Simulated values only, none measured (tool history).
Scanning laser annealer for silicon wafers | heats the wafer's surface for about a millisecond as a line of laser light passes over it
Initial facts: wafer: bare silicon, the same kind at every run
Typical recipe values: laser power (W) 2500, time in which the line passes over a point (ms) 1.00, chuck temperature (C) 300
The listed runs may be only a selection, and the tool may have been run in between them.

run,hour,laser power (W),time in which the line passes over a point (ms),chuck temperature (C),highest temperature of the surface (C)
1,0.0,2500,1.00,300,981
2,43.2,2500,0.77,300,888
3,68.9,2500,0.77,300,890
4,110.0,2500,0.77,300,888
5,140.0,2500,1.00,300,971
6,172.7,2500,1.00,320,991
7,216.4,2500,1.00,320,991
# hour 224.9: optics aligned, line set to its width
8,257.9,2500,1.00,320,987
# hour 288.4: window over the wafer cleaned
9,288.4,2500,1.00,300,1004
10,324.1,2500,0.71,300,893
11,345.5,2429,1.00,300,987
# hour 356.5: optics aligned, line set to its width, once more
12,384.3,2500,1.00,287,996
13,414.1,2627,0.97,267,999
14,455.7,2627,1.23,291,1118
15,476.1,2286,0.76,307,870
16,508.3,2500,0.93,300,978
17,548.2,2500,0.83,307,949
18,572.2,2500,0.83,307,942
19,614.1,2500,0.90,326,988
20,642.2,2500,0.90,271,935
21,665.8,2500,0.90,293,954

Run 22 is up next; what results do you expect?
22,697.8,2500,0.75,300,?

Run 22 yielded highest temperature of the surface (C) 903.
With no hidden state in the tool, this same run would have given highest temperature of the surface (C) 905.
